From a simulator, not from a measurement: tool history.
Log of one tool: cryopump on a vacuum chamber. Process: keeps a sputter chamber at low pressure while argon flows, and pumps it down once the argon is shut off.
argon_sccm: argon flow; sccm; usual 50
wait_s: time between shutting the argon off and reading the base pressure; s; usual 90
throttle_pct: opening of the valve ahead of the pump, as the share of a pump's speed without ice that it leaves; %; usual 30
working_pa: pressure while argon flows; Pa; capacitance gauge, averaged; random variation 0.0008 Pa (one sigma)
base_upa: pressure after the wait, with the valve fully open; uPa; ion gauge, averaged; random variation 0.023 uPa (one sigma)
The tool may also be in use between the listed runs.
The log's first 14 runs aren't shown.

run,hour,argon_sccm,wait_s,throttle_pct,working_pa,base_upa
15,265.6,50,90,30,0.1646,0.91
16,290.8,50,90,30,0.1637,0.99
17,307.6,50,90,30,0.1644,0.96
18,333.3,70,135,41,0.1727,0.8
19,352.1,59,90,30,0.1948,1.01
20,365.5,48,22,23,0.204,2.95
21,377.6,48,22,23,0.2036,2.94
22,403.5,48,22,23,0.2033,2.95
23,422.1,53,22,23,0.2277,2.91
24,447.6,41,120,56,0.0769,0.91
# hour 465.8: pump warmed up, emptied and cooled again
25,471,32,47,36,0.0825,1.54
26,496,50,20,41,0.1149,3.13
27,517.8,50,46,57,0.0835,1.65
28,533.4,26,90,39,0.0631,0.98
29,551,99,74,30,0.3107,1.16
30,562.1,99,141,43,0.2196,0.86
31,574.1,99,141,43,0.2189,0.86
32,584.7,70,37,30,0.2211,1.87
33,599.6,85,37,30,0.2692,1.98
34,619.1,85,37,30,0.271,1.85

4 ways to go on from here, each from the tool as it stands after run 34. What would each give?
A,641.1,38,37,30,?,?
B,641.1,90,196,17,?,?
C,641.1,85,37,21,?,?
D,641.1,48,193,43,?,?

run,working_pa,base_upa
A,0.1211,1.98
B,0.4972,0.73
C,0.3823,1.92
D,0.1055,0.76
Without the tool's hidden state the same runs would have given:
run,working_pa,base_upa
A,0.1189,1.68
B,0.4921,0.43
C,0.3775,1.62
D,0.1028,0.47
